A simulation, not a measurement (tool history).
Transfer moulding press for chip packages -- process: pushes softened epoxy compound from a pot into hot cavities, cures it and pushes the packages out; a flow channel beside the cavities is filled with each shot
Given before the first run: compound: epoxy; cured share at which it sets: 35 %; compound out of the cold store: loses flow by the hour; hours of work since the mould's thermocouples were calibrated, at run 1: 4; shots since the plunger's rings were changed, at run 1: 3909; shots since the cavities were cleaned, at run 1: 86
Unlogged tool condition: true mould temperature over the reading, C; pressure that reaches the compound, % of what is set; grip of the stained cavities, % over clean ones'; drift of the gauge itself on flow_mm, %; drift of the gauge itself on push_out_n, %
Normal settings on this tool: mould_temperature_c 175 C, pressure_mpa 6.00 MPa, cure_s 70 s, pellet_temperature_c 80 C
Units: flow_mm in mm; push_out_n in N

run,hour,mould_temperature_c,pressure_mpa,cure_s,pellet_temperature_c,hours of work since the mould's thermocouples were calibrated,shots since the plunger's rings were changed,shots since the cavities were cleaned,incoming compound's hours out of the cold store,flow_mm,push_out_n
1,0.0,175,6.00,70,80,4,3909,86,35.8,748,551
2,21.7,178,6.00,70,80,14,4169,346,20.0,782,681
# hour 39.3: plunger's sealing rings changed
3,47.7,175,6.00,70,80,26,101,628,26.0,824,918
# hour 65.9: cavities cleaned with cleaning compound and waxed
4,80.8,175,6.00,70,80,42,481,179,15.3,868,1290
5,115.0,175,6.00,70,80,59,891,589,25.6,821,1165
# hour 134.4: cavities cleaned with cleaning compound and waxed
6,138.2,175,6.00,70,80,70,1152,45,37.1,783,530
# hour 153.3: cavities cleaned with cleaning compound and waxed, once more
7,162.0,175,6.00,70,80,81,1420,105,33.8,790,617
8,195.6,175,6.00,70,80,98,1823,508,37.0,777,848
# hour 225.3: cavities cleaned with cleaning compound and waxed
9,226.1,175,6.00,70,80,113,2171,10,20.2,818,521
10,252.5,175,6.00,70,80,126,2488,327,17.5,830,818
11,276.5,175,6.00,70,80,138,2775,614,37.3,755,849
# hour 296.0: cavities cleaned with cleaning compound and waxed
12,297.0,175,6.00,70,80,148,3004,12,22.3,793,522
13,322.6,175,6.00,70,80,160,3312,320,8.5,852,821
14,347.0,175,6.00,52,80,173,3604,612,36.8,751,1812
# hour 366.2: cavities cleaned with cleaning compound and waxed
15,384.8,175,6.00,52,80,191,4040,223,39.7,740,1391
# hour 413.8: plunger's sealing rings changed
16,415.0,175,6.00,52,80,205,15,556,33.4,809,1767
# hour 437.8: cavities cleaned with cleaning compound and waxed
17,444.1,167,6.00,69,83,219,346,75,38.2,811,1004
18,475.6,175,6.00,70,81,234,724,453,29.1,814,816
19,494.8,177,6.00,86,86,244,955,684,43.1,758,675
# hour 509.6: cavities cleaned with cleaning compound and waxed
20,529.8,168,6.11,86,79,261,1357,243,34.2,821,690
21,568.0,168,6.94,90,77,280,1816,702,16.5,928,913
# hour 578.3: cavities cleaned with cleaning compound and waxed
22,605.0,175,6.00,61,80,298,2242,322,12.9,831,1094
23,641.4,175,6.00,97,80,316,2679,759,26.4,793,678
# hour 649.0: cavities cleaned with cleaning compound and waxed
24,667.4,175,6.00,97,80,328,2973,222,35.7,755,492
25,688.8,170,6.01,97,80,339,3229,478,20.4,823,670
# hour 721.2: cavities cleaned with cleaning compound and waxed
26,723.3,172,5.07,87,84,356,3626,26,43.4,674,420
27,745.1,175,6.58,72,78,366,3887,287,27.0,803,689

4 ways to go on from here, each from the tool as it stands after run 27. What would each give?
A,780.8,175,6.58,100,78,384,4316,716,45.4,?,?
B,780.8,175,4.81,70,76,384,4316,716,30.9,?,?
C,780.8,175,6.58,89,87,384,4316,716,12.8,?,?
D,780.8,175,4.90,89,81,384,4316,716,43.7,?,?

run,flow_mm,push_out_n
A,738,665
B,667,924
C,850,709
D,658,672
Take away the tool's hidden state, keep each run's random variation, and the runs would have read:
run,flow_mm,push_out_n
A,796,360
B,719,531
C,917,385
D,710,366
